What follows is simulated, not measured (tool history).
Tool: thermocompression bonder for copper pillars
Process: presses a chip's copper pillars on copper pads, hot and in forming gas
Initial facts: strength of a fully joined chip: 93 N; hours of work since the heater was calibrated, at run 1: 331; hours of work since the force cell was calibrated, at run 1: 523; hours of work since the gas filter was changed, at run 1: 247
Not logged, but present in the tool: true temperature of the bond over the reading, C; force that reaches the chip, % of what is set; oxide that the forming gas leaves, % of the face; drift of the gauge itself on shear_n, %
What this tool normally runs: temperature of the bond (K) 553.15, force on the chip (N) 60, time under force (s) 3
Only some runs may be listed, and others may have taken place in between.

run   hour  temperature of the bond (K)  force on the chip (N)  time under force (s)  hours of work since the heater was calibrated  hours of work since the force cell was calibrated  hours of work since the gas filter was changed  force that shears a chip off (N)
  1      0                       553.15                     60                     3                                            331                                                523                                             247                                55
  2    7.8                       553.15                     42                     3                                            335                                                527                                             251                              45.9
  3   25.6                       553.15                     42                     3                                            343                                                536                                             259                              45.3
  4   43.2                       553.15                     42                     3                                            352                                                544                                             268                                45
  5     60                       553.15                     42                     3                                            360                                                552                                             276                              45.6
  6   73.9                       553.15                     42                     3                                            367                                                559                                             283                              45.1
  7   82.2                       553.15                     42                     3                                            371                                                563                                             287                              45.1
  8   91.3                       553.15                     60                     3                                            375                                                567                                             291                              54.4
  9    110                       553.15                     60                     3                                            384                                                576                                             300                              54.2
 10  122.7                       553.15                     60                     3                                            390                                                583                                             306                                54
 11  132.4                       553.15                     60                     3                                            395                                                587                                             311                              53.7
 12  144.3                       553.15                     60                     3                                            401                                                593                                             317                                54
 13  162.1                       553.15                     79                     3                                            409                                                602                                             325                              61.1
 14    170                       553.15                     79                     3                                            413                                                605                                             329                              61.2
 15  183.4                       553.15                     79                     3                                            420                                                612                                             336                              59.9
 16  201.2                       553.15                     79                     3                                            428                                                620                                             344                              60.2
     205.9  -- forming gas filter changed
 17  216.1                       556.15                     39                     3                                            435                                                627                                               5                              48.7
 18  226.1                       556.15                     39                     3                                            440                                                632                                              10                              48.3
 19    236                       556.15                     39                     3                                            445                                                637                                              15                              48.1
 20  244.5                       553.15                     60                     5                                            449                                                641                                              19                              65.9
 21  253.6                       553.15                     60                     5                                            453                                                646                                              23                              66.3
 22  269.9                       553.15                     60                     2                                            461                                                653                                              31                              50.7
 23    286                       553.15                     60                     2                                            469                                                661                                              39                              50.9
 24  301.7                       580.15                     42                     3                                            477                                                669                                              46                              65.9
 25  320.1                       526.15                     42                     3                                            486                                                678                                              55                              30.8
 26  328.8                       530.15                     60                     2                                            490                                                682                                              59                              35.4
 27  346.7                       526.15                     76                     4                                            498                                                691                                              68                              48.3
 28  358.5                       578.15                     48                     2                                            504                                                696                                              74                              60.5
 29  372.1                       561.15                     42                     5                                            511                                                703                                              80                              61.9
 30  384.8                       561.15                     42                     5                                            517                                                709                                              87                              60.6
 31  395.5                       553.15                     78                     3                                            522                                                714                                              92                              63.6

Alternative continuations, all from the tool just after run 31; predict every row:
  A  408.8                       565.15                     73                     4                                            528                                                721                                              98                                 ?
  B  408.8                       553.15                     80                     3                                            528                                                721                                              98                                 ?
  C  408.8                       553.15                     60                     5                                            528                                                721                                              98                                 ?

run  force that shears a chip off (N)
  A                              74.3
  B                              64.6
  C                                65
Without the tool's unlogged condition, the same runs would have read:
run  force that shears a chip off (N)
  A                              76.3
  B                              66.5
  C                              66.9

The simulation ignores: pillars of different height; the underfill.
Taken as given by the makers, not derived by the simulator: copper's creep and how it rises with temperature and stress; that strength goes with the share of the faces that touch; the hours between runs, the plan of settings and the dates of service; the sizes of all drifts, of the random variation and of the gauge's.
